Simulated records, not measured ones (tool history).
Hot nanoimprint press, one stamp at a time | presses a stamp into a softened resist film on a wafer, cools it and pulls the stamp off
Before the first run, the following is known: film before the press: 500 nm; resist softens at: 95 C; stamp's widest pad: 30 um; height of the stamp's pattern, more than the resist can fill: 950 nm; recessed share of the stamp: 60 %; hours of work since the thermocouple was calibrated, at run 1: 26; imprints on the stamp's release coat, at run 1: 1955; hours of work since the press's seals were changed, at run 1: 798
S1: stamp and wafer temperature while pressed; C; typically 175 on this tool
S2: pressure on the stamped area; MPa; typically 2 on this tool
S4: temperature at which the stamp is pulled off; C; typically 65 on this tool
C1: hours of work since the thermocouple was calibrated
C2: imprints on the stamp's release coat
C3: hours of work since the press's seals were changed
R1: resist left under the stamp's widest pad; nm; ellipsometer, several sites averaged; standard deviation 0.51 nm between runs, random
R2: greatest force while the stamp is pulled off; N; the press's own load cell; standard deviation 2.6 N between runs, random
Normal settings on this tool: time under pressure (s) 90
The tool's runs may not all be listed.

{"run": 1, "hour": 0.0, "S1": 175, "S2": 2, "time under pressure (s)": 90, "S4": 65, "C1": 26, "C2": 1955, "C3": 798, "R1": 275.6, "R2": 122}
{"run": 2, "hour": 18.4, "S1": 165, "S2": 2, "time under pressure (s)": 90, "S4": 65, "C1": 39, "C2": 2048, "C3": 811, "R1": 335.4, "R2": 120}
{"run": 3, "hour": 34.8, "S1": 165, "S2": 2, "time under pressure (s)": 90, "S4": 65, "C1": 51, "C2": 2131, "C3": 823, "R1": 335.5, "R2": 121}
{"hour": 57.2, "done": "stamp cleaned and given a new release coat"}
{"run": 4, "hour": 57.2, "S1": 165, "S2": 2, "time under pressure (s)": 90, "S4": 65, "C1": 64, "C2": 0, "C3": 835, "R1": 334.5, "R2": 117}
{"run": 5, "hour": 73.5, "S1": 165, "S2": 2, "time under pressure (s)": 90, "S4": 65, "C1": 76, "C2": 82, "C3": 847, "R1": 334.5, "R2": 122}
{"run": 6, "hour": 94.7, "S1": 165, "S2": 2, "time under pressure (s)": 90, "S4": 65, "C1": 91, "C2": 189, "C3": 863, "R1": 335.8, "R2": 120}
{"run": 7, "hour": 108.9, "S1": 165, "S2": 2, "time under pressure (s)": 90, "S4": 65, "C1": 102, "C2": 262, "C3": 874, "R1": 334.8, "R2": 119}
{"run": 8, "hour": 133.7, "S1": 165, "S2": 2, "time under pressure (s)": 90, "S4": 65, "C1": 120, "C2": 387, "C3": 892, "R1": 334.8, "R2": 121}
{"run": 9, "hour": 146.2, "S1": 175, "S2": 2, "time under pressure (s)": 90, "S4": 65, "C1": 129, "C2": 451, "C3": 901, "R1": 273.4, "R2": 119}
{"run": 10, "hour": 167.6, "S1": 175, "S2": 2, "time under pressure (s)": 90, "S4": 65, "C1": 145, "C2": 559, "C3": 917, "R1": 275.4, "R2": 119}
{"run": 11, "hour": 186.7, "S1": 175, "S2": 2, "time under pressure (s)": 90, "S4": 65, "C1": 159, "C2": 656, "C3": 931, "R1": 275.7, "R2": 116}
{"run": 12, "hour": 201.3, "S1": 175, "S2": 2, "time under pressure (s)": 90, "S4": 65, "C1": 170, "C2": 730, "C3": 942, "R1": 275.7, "R2": 122}
{"run": 13, "hour": 222.8, "S1": 175, "S2": 2, "time under pressure (s)": 90, "S4": 65, "C1": 186, "C2": 839, "C3": 958, "R1": 275.5, "R2": 123}
{"run": 14, "hour": 239.9, "S1": 175, "S2": 2, "time under pressure (s)": 90, "S4": 65, "C1": 198, "C2": 926, "C3": 970, "R1": 276, "R2": 118}
{"run": 15, "hour": 255.3, "S1": 175, "S2": 2, "time under pressure (s)": 90, "S4": 65, "C1": 210, "C2": 1004, "C3": 982, "R1": 275.8, "R2": 122}
{"run": 16, "hour": 276.6, "S1": 177, "S2": 2, "time under pressure (s)": 149, "S4": 65, "C1": 225, "C2": 1112, "C3": 997, "R1": 223.9, "R2": 113}
{"run": 17, "hour": 304.9, "S1": 175, "S2": 2.34, "time under pressure (s)": 57, "S4": 65, "C1": 246, "C2": 1255, "C3": 1018, "R1": 293, "R2": 120}
{"run": 18, "hour": 333.0, "S1": 175, "S2": 2.34, "time under pressure (s)": 57, "S4": 65, "C1": 267, "C2": 1398, "C3": 1039, "R1": 293.9, "R2": 119}
{"run": 19, "hour": 346.2, "S1": 175, "S2": 2.34, "time under pressure (s)": 57, "S4": 65, "C1": 277, "C2": 1465, "C3": 1049, "R1": 293.7, "R2": 115}
{"run": 20, "hour": 372.5, "S1": 175, "S2": 1.26, "time under pressure (s)": 153, "S4": 60, "C1": 296, "C2": 1598, "C3": 1068, "R1": 292.1, "R2": 139}
{"run": 21, "hour": 392.8, "S1": 185, "S2": 2, "time under pressure (s)": 141, "S4": 64, "C1": 311, "C2": 1701, "C3": 1083, "R1": 193.9, "R2": 123}
{"run": 22, "hour": 416.1, "S1": 166, "S2": 2, "time under pressure (s)": 90, "S4": 61, "C1": 328, "C2": 1819, "C3": 1100, "R1": 326.9, "R2": 133}
{"run": 23, "hour": 441.7, "S1": 175, "S2": 2.78, "time under pressure (s)": 90, "S4": 65, "C1": 347, "C2": 1949, "C3": 1119, "R1": 233.7, "R2": 120}
{"run": 24, "hour": 464.1, "S1": 175, "S2": 1.73, "time under pressure (s)": 57, "S4": 70, "C1": 364, "C2": 2063, "C3": 1135, "R1": 333.5, "R2": 105}
{"run": 25, "hour": 486.3, "S1": 175, "S2": 1.73, "time under pressure (s)": 57, "S4": 70, "C1": 380, "C2": 2175, "C3": 1152, "R1": 333.1, "R2": 105}
{"hour": 500.7, "done": "stamp cleaned and given a new release coat"}
{"run": 26, "hour": 507.9, "S1": 175, "S2": 1.73, "time under pressure (s)": 57, "S4": 70, "C1": 392, "C2": 36, "C3": 1163, "R1": 333.6, "R2": 97}
{"hour": 520.5, "done": "press's hydraulic seals changed and the load cell set to zero"}
{"run": 27, "hour": 531.8, "S1": 169, "S2": 2, "time under pressure (s)": 90, "S4": 65, "C1": 403, "C2": 117, "C3": 8, "R1": 310.2, "R2": 116}
{"run": 28, "hour": 546.4, "S1": 177, "S2": 1.28, "time under pressure (s)": 90, "S4": 53, "C1": 414, "C2": 191, "C3": 19, "R1": 323.1, "R2": 163}
{"run": 29, "hour": 574.3, "S1": 175, "S2": 2, "time under pressure (s)": 172, "S4": 65, "C1": 435, "C2": 332, "C3": 40, "R1": 223.2, "R2": 115}

Take each entry between the runs: how does the hidden state at the last listed run before it differ from the hidden state at the first listed run after it?
Logged between run 3 and run 4: stamp cleaned and given a new release coat (hour 57.2)
  true temperature over the reading, C: 0 -> -0.01; pressure that arrives at the usual setting, %: 99.89 -> 99.88; grip of the stamp's worn release coat, % over a new coat's: 1.3 -> 0
Logged between run 25 and run 26: stamp cleaned and given a new release coat (hour 500.7)
  grip of the stamp's worn release coat, % over a new coat's: 1.3 -> 0
Logged between run 26 and run 27: press's hydraulic seals changed and the load cell set to zero (hour 520.5)
  pressure that arrives at the usual setting, %: 99.84 -> 100; grip of the stamp's worn release coat, % over a new coat's: 0 -> 0.1
